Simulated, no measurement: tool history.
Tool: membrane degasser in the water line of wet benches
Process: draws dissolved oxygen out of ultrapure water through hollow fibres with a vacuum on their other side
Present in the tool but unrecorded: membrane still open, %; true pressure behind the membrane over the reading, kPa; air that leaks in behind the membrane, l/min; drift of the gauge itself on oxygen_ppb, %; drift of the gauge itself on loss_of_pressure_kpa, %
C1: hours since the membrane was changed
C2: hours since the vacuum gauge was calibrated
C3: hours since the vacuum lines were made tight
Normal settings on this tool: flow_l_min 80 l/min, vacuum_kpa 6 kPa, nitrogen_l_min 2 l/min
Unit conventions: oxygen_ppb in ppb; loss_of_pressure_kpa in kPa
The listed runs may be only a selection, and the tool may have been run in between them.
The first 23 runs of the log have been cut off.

-- hour=1082.8 gauge calibrated
run 24 hour=1089.3 | flow_l_min=49 vacuum_kpa=6.42 nitrogen_l_min=1.65 | C1=2180 C2=4881 C3=10377 | oxygen_ppb=195.1 loss_of_pressure_kpa=20.99
run 25 hour=1129.6 | flow_l_min=51 vacuum_kpa=8.18 nitrogen_l_min=4.73 | C1=2220 C2=4921 C3=10417 | oxygen_ppb=125.6 loss_of_pressure_kpa=21.78
run 26 hour=1186.1 | flow_l_min=83 vacuum_kpa=6.18 nitrogen_l_min=0.94 | C1=2276 C2=4978 C3=10474 | oxygen_ppb=430.2 loss_of_pressure_kpa=34.9
run 27 hour=1231.3 | flow_l_min=80 vacuum_kpa=5.32 nitrogen_l_min=4.33 | C1=2322 C2=5023 C3=10519 | oxygen_ppb=99.5 loss_of_pressure_kpa=33.96
run 28 hour=1272.1 | flow_l_min=80 vacuum_kpa=5.32 nitrogen_l_min=4.33 | C1=2362 C2=5064 C3=10560 | oxygen_ppb=98.2 loss_of_pressure_kpa=34.09
run 29 hour=1341.7 | flow_l_min=56 vacuum_kpa=7.72 nitrogen_l_min=4.63 | C1=2432 C2=5133 C3=10629 | oxygen_ppb=129.3 loss_of_pressure_kpa=24.02
run 30 hour=1374 | flow_l_min=56 vacuum_kpa=7.72 nitrogen_l_min=4.63 | C1=2464 C2=5166 C3=10662 | oxygen_ppb=128.5 loss_of_pressure_kpa=23.86
run 31 hour=1418.9 | flow_l_min=56 vacuum_kpa=7.72 nitrogen_l_min=4.63 | C1=2509 C2=5211 C3=10707 | oxygen_ppb=127.9 loss_of_pressure_kpa=23.44
run 32 hour=1479.6 | flow_l_min=78 vacuum_kpa=7.82 nitrogen_l_min=4.78 | C1=2570 C2=5271 C3=10767 | oxygen_ppb=182.7 loss_of_pressure_kpa=32.8

What if the next run were any one of these 4? Each begins from the tool's condition after run 32:
run A hour=1544.9 | flow_l_min=61 vacuum_kpa=6 nitrogen_l_min=5.34 | C1=2635 C2=5337 C3=10832 | oxygen_ppb=? loss_of_pressure_kpa=?
run B hour=1544.9 | flow_l_min=78 vacuum_kpa=3.76 nitrogen_l_min=1.93 | C1=2635 C2=5337 C3=10832 | oxygen_ppb=? loss_of_pressure_kpa=?
run C hour=1544.9 | flow_l_min=78 vacuum_kpa=10.32 nitrogen_l_min=4.78 | C1=2635 C2=5337 C3=10832 | oxygen_ppb=? loss_of_pressure_kpa=?
run D hour=1544.9 | flow_l_min=80 vacuum_kpa=6 nitrogen_l_min=1.85 | C1=2635 C2=5337 C3=10832 | oxygen_ppb=? loss_of_pressure_kpa=?

run=A oxygen_ppb=79.3 loss_of_pressure_kpa=26.2
run=B oxygen_ppb=57.8 loss_of_pressure_kpa=32.78
run=C oxygen_ppb=270.1 loss_of_pressure_kpa=32.85
run=D oxygen_ppb=250.1 loss_of_pressure_kpa=33.73
With the hidden condition removed and each run's random variation left untouched, the same runs would have given:
run=A oxygen_ppb=79.3 loss_of_pressure_kpa=26.51
run=B oxygen_ppb=57.7 loss_of_pressure_kpa=33.18
run=C oxygen_ppb=270 loss_of_pressure_kpa=33.25
run=D oxygen_ppb=250 loss_of_pressure_kpa=34.14
